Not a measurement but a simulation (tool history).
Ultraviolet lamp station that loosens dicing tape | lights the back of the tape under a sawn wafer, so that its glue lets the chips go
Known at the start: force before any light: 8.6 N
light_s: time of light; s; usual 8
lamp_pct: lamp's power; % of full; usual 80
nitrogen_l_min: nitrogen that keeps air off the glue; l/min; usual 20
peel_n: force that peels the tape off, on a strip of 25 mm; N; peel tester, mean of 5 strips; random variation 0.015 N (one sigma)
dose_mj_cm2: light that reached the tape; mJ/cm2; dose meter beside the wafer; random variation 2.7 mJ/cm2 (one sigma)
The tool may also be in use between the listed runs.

Run 1, hour 0: usual settings. Result: peel_n 1.299 N, dose_mj_cm2 262 mJ/cm2.
Run 2, hour 19.6: usual settings. Result: peel_n 1.339 N, dose_mj_cm2 267 mJ/cm2.
Run 3, hour 44.3: usual settings. Result: peel_n 1.363 N, dose_mj_cm2 256 mJ/cm2.
Run 4, hour 75.4: usual settings. Result: peel_n 1.375 N, dose_mj_cm2 257 mJ/cm2.
Run 5, hour 98.5: usual settings. Result: peel_n 1.401 N, dose_mj_cm2 247 mJ/cm2.
At hour 101.1: window cleaned of glue's vapour.
Run 6, hour 122: usual settings. Result: peel_n 1.22 N, dose_mj_cm2 270 mJ/cm2.
Run 7, hour 148.6: usual settings. Result: peel_n 1.227 N, dose_mj_cm2 270 mJ/cm2.
Run 8, hour 178.5: usual settings. Result: peel_n 1.26 N, dose_mj_cm2 262 mJ/cm2.
Run 9, hour 191.1: usual settings. Result: peel_n 1.295 N, dose_mj_cm2 266 mJ/cm2.
Run 10, hour 204.4: usual settings. Result: peel_n 1.315 N, dose_mj_cm2 261 mJ/cm2.
Run 11, hour 232.3: usual settings. Result: peel_n 1.246 N, dose_mj_cm2 259 mJ/cm2.
Run 12, hour 245.8: usual settings but lamp_pct 94 % of full. Result: peel_n 0.993 N, dose_mj_cm2 307 mJ/cm2.
Run 13, hour 273.9: usual settings but lamp_pct 94 % of full. Result: peel_n 1.01 N, dose_mj_cm2 301 mJ/cm2.
Run 14, hour 298: usual settings but nitrogen_l_min 14 l/min. Result: peel_n 1.513 N, dose_mj_cm2 254 mJ/cm2.
Run 15, hour 318.8: usual settings but light_s 6 s. Result: peel_n 2.201 N, dose_mj_cm2 194 mJ/cm2.
Run 16, hour 340: usual settings but light_s 6 s. Result: peel_n 2.277 N, dose_mj_cm2 188 mJ/cm2.
Run 17, hour 362.6: usual settings but light_s 6 s. Result: peel_n 2.18 N, dose_mj_cm2 188 mJ/cm2.
Run 18, hour 390.1: usual settings but light_s 4 s, lamp_pct 72 % of full, nitrogen_l_min 25 l/min. Result: peel_n 3.809 N, dose_mj_cm2 108 mJ/cm2.
Run 19, hour 404.2: usual settings but light_s 7 s, lamp_pct 75 % of full, nitrogen_l_min 22 l/min. Result: peel_n 1.905 N, dose_mj_cm2 199 mJ/cm2.
Run 20, hour 420.6: usual settings but light_s 5 s, lamp_pct 75 % of full, nitrogen_l_min 19 l/min. Result: peel_n 3.075 N, dose_mj_cm2 142 mJ/cm2.
Run 21, hour 441.8: usual settings but light_s 12 s, lamp_pct 75 % of full, nitrogen_l_min 15 l/min. Result: peel_n 0.924 N, dose_mj_cm2 332 mJ/cm2.
Run 22, hour 456.8: usual settings but lamp_pct 75 % of full, nitrogen_l_min 15 l/min. Result: peel_n 1.912 N, dose_mj_cm2 222 mJ/cm2.
Run 23, hour 476: usual settings but light_s 5 s, lamp_pct 68 % of full, nitrogen_l_min 18 l/min. Result: peel_n 3.463 N, dose_mj_cm2 128 mJ/cm2.
Run 24, hour 496.2: usual settings but light_s 5 s, lamp_pct 68 % of full, nitrogen_l_min 18 l/min. Result: peel_n 3.47 N, dose_mj_cm2 121 mJ/cm2.
Run 25, hour 514.3: usual settings but light_s 6 s, lamp_pct 68 % of full, nitrogen_l_min 36 l/min. Result: peel_n 2.655 N, dose_mj_cm2 142 mJ/cm2.
Run 26, hour 537.9: usual settings but light_s 7 s. Result: peel_n 2.054 N, dose_mj_cm2 199 mJ/cm2.
Run 27, hour 567.7: usual settings but light_s 7 s. Result: peel_n 2.13 N, dose_mj_cm2 196 mJ/cm2.
Run 28, hour 585.1: usual settings but light_s 12 s, lamp_pct 87 % of full. Result: peel_n 0.689 N, dose_mj_cm2 365 mJ/cm2.
Run 29, hour 604.4: usual settings but light_s 14 s, lamp_pct 69 % of full, nitrogen_l_min 12 l/min. Result: peel_n 1.014 N, dose_mj_cm2 332 mJ/cm2.
Run 30, hour 634.3: usual settings but light_s 14 s, lamp_pct 69 % of full, nitrogen_l_min 12 l/min. Result: peel_n 1.051 N, dose_mj_cm2 325 mJ/cm2.

Forecast each of these 5 alternatives for the next run:
Run A, hour 649.8: usual settings but light_s 14 s, lamp_pct 74 % of full, nitrogen_l_min 30 l/min. Result: peel_n ?, dose_mj_cm2 ?.
Run B, hour 649.8: usual settings but light_s 5 s, lamp_pct 99 % of full, nitrogen_l_min 9 l/min. Result: peel_n ?, dose_mj_cm2 ?.
Run C, hour 649.8: usual settings but light_s 7 s, lamp_pct 69 % of full, nitrogen_l_min 29 l/min. Result: peel_n ?, dose_mj_cm2 ?.
Run D, hour 649.8: usual settings but light_s 7 s, lamp_pct 82 % of full, nitrogen_l_min 8 l/min. Result: peel_n ?, dose_mj_cm2 ?.
Run E, hour 649.8: usual settings but light_s 14 s, lamp_pct 83 % of full, nitrogen_l_min 12 l/min. Result: peel_n ?, dose_mj_cm2 ?.

run  peel_n  dose_mj_cm2
  A   0.637          349
  B   3.098          168
  C   2.397          165
  D   2.754          191
  E   0.715          387
Without the tool's hidden state the same runs would have given:
run  peel_n  dose_mj_cm2
  A   0.219          573
  B   1.627          274
  C   1.125          269
  D   1.342          315
  E   0.243          641
